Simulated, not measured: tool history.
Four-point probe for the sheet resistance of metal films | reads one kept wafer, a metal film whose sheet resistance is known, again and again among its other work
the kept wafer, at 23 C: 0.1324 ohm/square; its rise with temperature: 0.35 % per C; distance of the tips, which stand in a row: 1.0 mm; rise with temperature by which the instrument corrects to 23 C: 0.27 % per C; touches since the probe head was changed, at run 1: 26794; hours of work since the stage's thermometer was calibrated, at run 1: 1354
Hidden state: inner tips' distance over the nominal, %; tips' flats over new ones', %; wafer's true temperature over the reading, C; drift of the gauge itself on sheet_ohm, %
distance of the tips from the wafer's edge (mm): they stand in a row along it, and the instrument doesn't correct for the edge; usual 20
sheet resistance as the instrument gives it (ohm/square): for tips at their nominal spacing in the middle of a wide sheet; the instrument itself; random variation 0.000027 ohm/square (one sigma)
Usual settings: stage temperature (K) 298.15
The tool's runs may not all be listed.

| run | hour | stage temperature (K) | distance of the tips from the wafer's edge (mm) | touches since the probe head was changed | hours of work since the stage's thermometer was calibrated | sheet resistance as the instrument gives it (ohm/square) |
|---|---|---|---|---|---|---|
| 1 | 0 | 298.15 | 20 | 26794 | 1354 | 0.133152 |
| 2 | 56.2 | 298.15 | 20 | 28926 | 1388 | 0.133138 |
| 3 | 89.4 | 298.15 | 3 | 30189 | 1408 | 0.140439 |
| 4 | 148.1 | 298.15 | 3 | 32417 | 1444 | 0.140433 |
| 5 | 196.4 | 298.15 | 10 | 34250 | 1474 | 0.133629 |
| 6 | 247.4 | 298.15 | 10 | 36185 | 1505 | 0.133718 |
| 7 | 285.5 | 298.15 | 20 | 37629 | 1528 | 0.133126 |
| 8 | 313 | 298.15 | 20 | 38676 | 1545 | 0.133138 |
| 9 | 356.6 | 298.15 | 20 | 40330 | 1571 | 0.133178 |
| 10 | 390.2 | 298.15 | 20 | 41607 | 1592 | 0.133166 |
| 11 | 445.4 | 298.15 | 22 | 43701 | 1625 | 0.133144 |
| 12 | 497.1 | 304.15 | 20 | 45662 | 1657 | 0.133877 |
| 13 | 543 | 304.15 | 20 | 47405 | 1685 | 0.133878 |
| 14 | 576.5 | 296.15 | 5 | 48676 | 1705 | 0.13557 |
| 15 | 614.7 | 301.15 | 56 | 50127 | 1728 | 0.13337 |
| 16 | 661.1 | 295.15 | 5 | 51888 | 1757 | 0.135495 |
| 17 | 696.3 | 302.15 | 21 | 53225 | 1778 | 0.133648 |
| 18 | 758.2 | 302.15 | 21 | 55576 | 1816 | 0.13363 |
| 19 | 796.1 | 300.15 | 15 | 57013 | 1839 | 0.13356 |
| 20 | 830.4 | 299.15 | 21 | 58316 | 1860 | 0.133356 |
| 21 | 877.1 | 306.15 | 6 | 60088 | 1888 | 0.135875 |
| 22 | 937.2 | 296.15 | 46 | 62369 | 1925 | 0.132856 |
| 23 | 986.7 | 296.15 | 46 | 64247 | 1955 | 0.132933 |
| 24 | 1038 | 302.15 | 48 | 66195 | 1986 | 0.133514 |
| 25 | 1081.1 | 292.15 | 20 | 67831 | 2013 | 0.132599 |
| 26 | 1140 | 292.15 | 20 | 70066 | 2048 | 0.132615 |

The same runs without the tool's hidden state, with the same run-to-run variation:
| run | sheet resistance as the instrument gives it (ohm/square) |
|---|---|
| 1 | 0.13284 |
| 2 | 0.132818 |
| 3 | 0.140098 |
| 4 | 0.140082 |
| 5 | 0.133285 |
| 6 | 0.133365 |
| 7 | 0.132769 |
| 8 | 0.132776 |
| 9 | 0.13281 |
| 10 | 0.132793 |
| 11 | 0.132762 |
| 12 | 0.133483 |
| 13 | 0.133476 |
| 14 | 0.135164 |
| 15 | 0.132961 |
| 16 | 0.135078 |
| 17 | 0.133226 |
| 18 | 0.133198 |
| 19 | 0.133123 |
| 20 | 0.132914 |
| 21 | 0.135415 |
| 22 | 0.132402 |
| 23 | 0.132472 |
| 24 | 0.13304 |
| 25 | 0.132127 |
| 26 | 0.132134 |

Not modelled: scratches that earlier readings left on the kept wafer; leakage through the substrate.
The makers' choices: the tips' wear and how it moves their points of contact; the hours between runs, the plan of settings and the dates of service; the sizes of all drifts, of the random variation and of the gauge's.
